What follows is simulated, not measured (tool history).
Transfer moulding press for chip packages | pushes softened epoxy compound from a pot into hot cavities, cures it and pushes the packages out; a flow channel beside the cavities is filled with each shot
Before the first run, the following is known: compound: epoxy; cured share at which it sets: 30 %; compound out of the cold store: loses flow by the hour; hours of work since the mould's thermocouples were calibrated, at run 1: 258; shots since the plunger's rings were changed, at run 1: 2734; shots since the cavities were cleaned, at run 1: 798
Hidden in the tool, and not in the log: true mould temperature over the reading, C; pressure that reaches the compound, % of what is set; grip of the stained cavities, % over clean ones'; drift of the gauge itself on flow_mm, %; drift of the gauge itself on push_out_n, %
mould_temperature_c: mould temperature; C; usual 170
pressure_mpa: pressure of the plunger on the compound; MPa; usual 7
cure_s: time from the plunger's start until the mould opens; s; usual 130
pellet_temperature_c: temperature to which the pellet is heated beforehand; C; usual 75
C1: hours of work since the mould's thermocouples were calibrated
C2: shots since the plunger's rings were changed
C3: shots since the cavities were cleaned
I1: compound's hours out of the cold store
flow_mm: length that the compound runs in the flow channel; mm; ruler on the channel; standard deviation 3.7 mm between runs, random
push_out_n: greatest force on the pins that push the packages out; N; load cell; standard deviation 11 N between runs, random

run 1 hour=0 | mould_temperature_c=170 pressure_mpa=7 cure_s=130 pellet_temperature_c=75 | C1=258 C2=2734 C3=798 | I1=36.4 | flow_mm=922 push_out_n=1041
-- hour=9.6 cavities cleaned with cleaning compound and waxed
run 2 hour=26.2 | mould_temperature_c=170 pressure_mpa=7 cure_s=130 pellet_temperature_c=75 | C1=270 C2=2929 C3=131 | I1=42.8 | flow_mm=906 push_out_n=675
-- hour=31.5 plunger's sealing rings changed
run 3 hour=46.6 | mould_temperature_c=170 pressure_mpa=7 cure_s=130 pellet_temperature_c=75 | C1=279 C2=119 C3=272 | I1=17.8 | flow_mm=1009 push_out_n=818
run 4 hour=82.4 | mould_temperature_c=164 pressure_mpa=7 cure_s=130 pellet_temperature_c=75 | C1=297 C2=402 C3=555 | I1=13.1 | flow_mm=1046 push_out_n=1482
run 5 hour=110.3 | mould_temperature_c=164 pressure_mpa=7 cure_s=130 pellet_temperature_c=75 | C1=312 C2=622 C3=775 | I1=25.8 | flow_mm=994 push_out_n=1565
-- hour=124.9 cavities cleaned with cleaning compound and waxed
run 6 hour=137.9 | mould_temperature_c=164 pressure_mpa=7 cure_s=130 pellet_temperature_c=75 | C1=325 C2=828 C3=103 | I1=14.7 | flow_mm=1030 push_out_n=982
run 7 hour=178.1 | mould_temperature_c=164 pressure_mpa=7 cure_s=130 pellet_temperature_c=75 | C1=345 C2=1145 C3=420 | I1=32.2 | flow_mm=976 push_out_n=1343
run 8 hour=207.7 | mould_temperature_c=164 pressure_mpa=7 cure_s=130 pellet_temperature_c=75 | C1=360 C2=1378 C3=653 | I1=19 | flow_mm=1014 push_out_n=1504
run 9 hour=231.9 | mould_temperature_c=170 pressure_mpa=7 cure_s=150 pellet_temperature_c=75 | C1=372 C2=1570 C3=845 | I1=20.4 | flow_mm=980 push_out_n=956
-- hour=237.1 cavities cleaned with cleaning compound and waxed
run 10 hour=264 | mould_temperature_c=170 pressure_mpa=7 cure_s=150 pellet_temperature_c=75 | C1=388 C2=1811 C3=212 | I1=36.7 | flow_mm=935 push_out_n=665
run 11 hour=290.7 | mould_temperature_c=170 pressure_mpa=7 cure_s=116 pellet_temperature_c=75 | C1=401 C2=2022 C3=423 | I1=26.7 | flow_mm=961 push_out_n=1047
run 12 hour=332 | mould_temperature_c=170 pressure_mpa=7.61 cure_s=116 pellet_temperature_c=75 | C1=422 C2=2348 C3=749 | I1=20.5 | flow_mm=1016 push_out_n=1277
-- hour=348 cavities cleaned with cleaning compound and waxed
run 13 hour=368.9 | mould_temperature_c=170 pressure_mpa=7 cure_s=130 pellet_temperature_c=75 | C1=440 C2=2627 C3=165 | I1=10.6 | flow_mm=1005 push_out_n=726
run 14 hour=390 | mould_temperature_c=170 pressure_mpa=7 cure_s=130 pellet_temperature_c=75 | C1=451 C2=2793 C3=331 | I1=11.9 | flow_mm=1004 push_out_n=865
run 15 hour=407.6 | mould_temperature_c=177 pressure_mpa=7.15 cure_s=130 pellet_temperature_c=76 | C1=460 C2=2932 C3=470 | I1=30.2 | flow_mm=925 push_out_n=797
-- hour=412.5 plunger's sealing rings changed
run 16 hour=432.4 | mould_temperature_c=170 pressure_mpa=5.84 cure_s=130 pellet_temperature_c=80 | C1=471 C2=156 C3=646 | I1=35.3 | flow_mm=865 push_out_n=1002
-- hour=461.2 cavities cleaned with cleaning compound and waxed
run 17 hour=475.1 | mould_temperature_c=170 pressure_mpa=5.84 cure_s=130 pellet_temperature_c=80 | C1=492 C2=481 C3=110 | I1=40 | flow_mm=856 push_out_n=628
run 18 hour=513.5 | mould_temperature_c=165 pressure_mpa=8.74 cure_s=136 pellet_temperature_c=73 | C1=511 C2=784 C3=413 | I1=34.8 | flow_mm=1078 push_out_n=1085
-- hour=520.5 mould's thermocouples calibrated
run 19 hour=555.7 | mould_temperature_c=165 pressure_mpa=8.74 cure_s=136 pellet_temperature_c=73 | C1=18 C2=1101 C3=730 | I1=31.9 | flow_mm=1092 push_out_n=1263
-- hour=575.3 cavities cleaned with cleaning compound and waxed
run 20 hour=596.2 | mould_temperature_c=178 pressure_mpa=8.57 cure_s=136 pellet_temperature_c=83 | C1=38 C2=1409 C3=164 | I1=39.2 | flow_mm=989 push_out_n=616
run 21 hour=622.4 | mould_temperature_c=178 pressure_mpa=8.57 cure_s=136 pellet_temperature_c=83 | C1=51 C2=1616 C3=371 | I1=36.4 | flow_mm=999 push_out_n=750
run 22 hour=652.6 | mould_temperature_c=170 pressure_mpa=6.96 cure_s=130 pellet_temperature_c=66 | C1=66 C2=1854 C3=609 | I1=11.3 | flow_mm=1003 push_out_n=1029
run 23 hour=682.6 | mould_temperature_c=167 pressure_mpa=5.45 cure_s=132 pellet_temperature_c=66 | C1=81 C2=2091 C3=846 | I1=9.3 | flow_mm=908 push_out_n=1250
-- hour=689.3 cavities cleaned with cleaning compound and waxed
run 24 hour=706.2 | mould_temperature_c=167 pressure_mpa=5.45 cure_s=132 pellet_temperature_c=66 | C1=93 C2=2266 C3=133 | I1=47.6 | flow_mm=802 push_out_n=767
run 25 hour=745.5 | mould_temperature_c=170 pressure_mpa=7.81 cure_s=130 pellet_temperature_c=75 | C1=112 C2=2576 C3=443 | I1=46.9 | flow_mm=951 push_out_n=947
run 26 hour=779.9 | mould_temperature_c=170 pressure_mpa=7 cure_s=112 pellet_temperature_c=75 | C1=130 C2=2847 C3=714 | I1=14.1 | flow_mm=988 push_out_n=1308
-- hour=795.6 plunger's sealing rings changed
-- hour=803.4 cavities cleaned with cleaning compound and waxed
run 27 hour=825.8 | mould_temperature_c=164 pressure_mpa=7.49 cure_s=122 pellet_temperature_c=75 | C1=151 C2=226 C3=176 | I1=38.3 | flow_mm=1001 push_out_n=1221
run 28 hour=860.4 | mould_temperature_c=164 pressure_mpa=7.49 cure_s=122 pellet_temperature_c=75 | C1=169 C2=500 C3=450 | I1=23.8 | flow_mm=1043 push_out_n=1575

Each row is a separate what-if for the run after 28, all from the same tool condition, not one after another. Results?
run A hour=893.4 | mould_temperature_c=170 pressure_mpa=7 cure_s=114 pellet_temperature_c=75 | C1=185 C2=760 C3=710 | I1=39.2 | flow_mm=? push_out_n=?
run B hour=893.4 | mould_temperature_c=166 pressure_mpa=7 cure_s=130 pellet_temperature_c=66 | C1=185 C2=760 C3=710 | I1=12 | flow_mm=? push_out_n=?
run C hour=893.4 | mould_temperature_c=164 pressure_mpa=5.72 cure_s=122 pellet_temperature_c=77 | C1=185 C2=760 C3=710 | I1=16.3 | flow_mm=? push_out_n=?

run=A flow_mm=935 push_out_n=1203
run=B flow_mm=1034 push_out_n=1337
run=C flow_mm=934 push_out_n=1704
Without the tool's unlogged condition, the same runs would have read:
run=A flow_mm=942 push_out_n=628
run=B flow_mm=1042 push_out_n=700
run=C flow_mm=942 push_out_n=896
